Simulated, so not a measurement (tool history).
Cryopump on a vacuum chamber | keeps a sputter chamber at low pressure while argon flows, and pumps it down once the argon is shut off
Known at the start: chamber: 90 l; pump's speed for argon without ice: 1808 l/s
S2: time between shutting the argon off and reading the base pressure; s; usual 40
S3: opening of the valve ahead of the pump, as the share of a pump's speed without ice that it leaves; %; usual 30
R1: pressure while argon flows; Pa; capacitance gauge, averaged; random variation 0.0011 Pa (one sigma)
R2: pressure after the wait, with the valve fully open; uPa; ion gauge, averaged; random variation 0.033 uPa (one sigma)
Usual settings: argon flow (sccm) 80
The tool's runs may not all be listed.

{"run": 1, "day": 0.0, "argon flow (sccm)": 80, "S2": 40, "S3": 30, "R1": 0.2504, "R2": 2.14}
{"run": 2, "day": 0.904, "argon flow (sccm)": 80, "S2": 40, "S3": 30, "R1": 0.2523, "R2": 2.19}
{"run": 3, "day": 1.683, "argon flow (sccm)": 80, "S2": 40, "S3": 30, "R1": 0.2525, "R2": 2.25}
{"run": 4, "day": 2.5, "argon flow (sccm)": 80, "S2": 40, "S3": 30, "R1": 0.2542, "R2": 2.28}
{"run": 5, "day": 3.808, "argon flow (sccm)": 80, "S2": 40, "S3": 30, "R1": 0.2549, "R2": 2.18}
{"run": 6, "day": 4.8, "argon flow (sccm)": 80, "S2": 40, "S3": 30, "R1": 0.2557, "R2": 2.28}
{"run": 7, "day": 5.462, "argon flow (sccm)": 80, "S2": 40, "S3": 30, "R1": 0.2572, "R2": 2.17}
{"run": 8, "day": 6.588, "argon flow (sccm)": 80, "S2": 40, "S3": 30, "R1": 0.2569, "R2": 2.24}
{"run": 9, "day": 7.217, "argon flow (sccm)": 80, "S2": 40, "S3": 30, "R1": 0.2565, "R2": 2.21}
{"run": 10, "day": 7.95, "argon flow (sccm)": 80, "S2": 40, "S3": 30, "R1": 0.2577, "R2": 2.25}
{"run": 11, "day": 9.354, "argon flow (sccm)": 88, "S2": 40, "S3": 30, "R1": 0.2802, "R2": 2.23}
{"run": 12, "day": 10.008, "argon flow (sccm)": 99, "S2": 40, "S3": 30, "R1": 0.3194, "R2": 2.24}
{"run": 13, "day": 10.729, "argon flow (sccm)": 43, "S2": 31, "S3": 30, "R1": 0.1391, "R2": 2.61}
{"run": 14, "day": 11.575, "argon flow (sccm)": 74, "S2": 22, "S3": 30, "R1": 0.2407, "R2": 3.54}
{"run": 15, "day": 12.542, "argon flow (sccm)": 55, "S2": 128, "S3": 19, "R1": 0.2779, "R2": 1.18}
{"run": 16, "day": 13.512, "argon flow (sccm)": 33, "S2": 35, "S3": 22, "R1": 0.1452, "R2": 2.54}
{"run": 17, "day": 14.679, "argon flow (sccm)": 33, "S2": 74, "S3": 22, "R1": 0.1451, "R2": 1.53}
{"run": 18, "day": 15.3, "argon flow (sccm)": 39, "S2": 29, "S3": 52, "R1": 0.0749, "R2": 2.91}
{"run": 19, "day": 16.446, "argon flow (sccm)": 39, "S2": 29, "S3": 52, "R1": 0.0763, "R2": 2.91}
{"run": 20, "day": 17.704, "argon flow (sccm)": 38, "S2": 273, "S3": 30, "R1": 0.1252, "R2": 0.96}
{"run": 21, "day": 18.683, "argon flow (sccm)": 38, "S2": 273, "S3": 30, "R1": 0.1252, "R2": 0.9}
{"run": 22, "day": 19.642, "argon flow (sccm)": 80, "S2": 24, "S3": 30, "R1": 0.2653, "R2": 3.32}

Forecast each of these 3 alternatives for the next run:
{"run": "A", "day": 20.579, "argon flow (sccm)": 33, "S2": 40, "S3": 26, "R1": "?", "R2": "?"}
{"run": "B", "day": 20.579, "argon flow (sccm)": 92, "S2": 40, "S3": 24, "R1": "?", "R2": "?"}
{"run": "C", "day": 20.579, "argon flow (sccm)": 80, "S2": 47, "S3": 30, "R1": "?", "R2": "?"}

run=A R1=0.1251 R2=2.27
run=B R1=0.3789 R2=2.34
run=C R1=0.2675 R2=2.08
Without the tool's hidden state the same runs would have given:
run=A R1=0.1183 R2=1.72
run=B R1=0.3601 R2=1.77
run=C R1=0.2511 R2=1.51

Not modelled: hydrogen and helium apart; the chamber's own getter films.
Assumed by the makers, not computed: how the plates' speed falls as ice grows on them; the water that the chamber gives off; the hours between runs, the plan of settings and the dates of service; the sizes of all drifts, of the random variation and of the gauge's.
